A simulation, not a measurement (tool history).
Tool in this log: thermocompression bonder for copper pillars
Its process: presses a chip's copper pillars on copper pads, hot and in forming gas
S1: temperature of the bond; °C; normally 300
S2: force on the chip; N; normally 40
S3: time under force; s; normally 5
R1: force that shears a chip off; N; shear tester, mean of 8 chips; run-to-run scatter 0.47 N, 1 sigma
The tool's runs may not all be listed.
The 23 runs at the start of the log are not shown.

run 24 hour=216.3 | S1=324 S2=44 S3=4 | R1=103.8
run 25 hour=226.6 | S1=327 S2=40 S3=3 | R1=95.4
run 26 hour=234.2 | S1=311 S2=35 S3=13 | R1=108.4
run 27 hour=245.2 | S1=300 S2=28 S3=3 | R1=60.4
run 28 hour=257.9 | S1=300 S2=28 S3=3 | R1=60.9
run 29 hour=270.4 | S1=300 S2=28 S3=3 | R1=61
run 30 hour=279.8 | S1=300 S2=25 S3=6 | R1=69.3
run 31 hour=289.3 | S1=300 S2=25 S3=6 | R1=70.1
run 32 hour=300 | S1=300 S2=25 S3=4 | R1=61.8
run 33 hour=312.7 | S1=283 S2=52 S3=5 | R1=92.1
run 34 hour=320.2 | S1=283 S2=58 S3=14 | R1=111.4
-- hour=328 forming gas filter changed
run 35 hour=328 | S1=297 S2=47 S3=5 | R1=98.7
run 36 hour=338.6 | S1=297 S2=47 S3=5 | R1=99.1
run 37 hour=347.8 | S1=294 S2=47 S3=4 | R1=92.8
run 38 hour=360.1 | S1=296 S2=32 S3=7 | R1=85.8

Predict each of these 3 candidate next runs independently; none follows another, all start after run 38:
run A hour=370 | S1=315 S2=26 S3=6 | R1=?
run B hour=370 | S1=297 S2=25 S3=8 | R1=?
run C hour=370 | S1=298 S2=32 S3=4 | R1=?

run=A R1=84.3
run=B R1=76.9
run=C R1=74.9
Had the tool no hidden state, the same runs would have come out as:
run=A R1=82.6
run=B R1=74.9
run=C R1=72.9

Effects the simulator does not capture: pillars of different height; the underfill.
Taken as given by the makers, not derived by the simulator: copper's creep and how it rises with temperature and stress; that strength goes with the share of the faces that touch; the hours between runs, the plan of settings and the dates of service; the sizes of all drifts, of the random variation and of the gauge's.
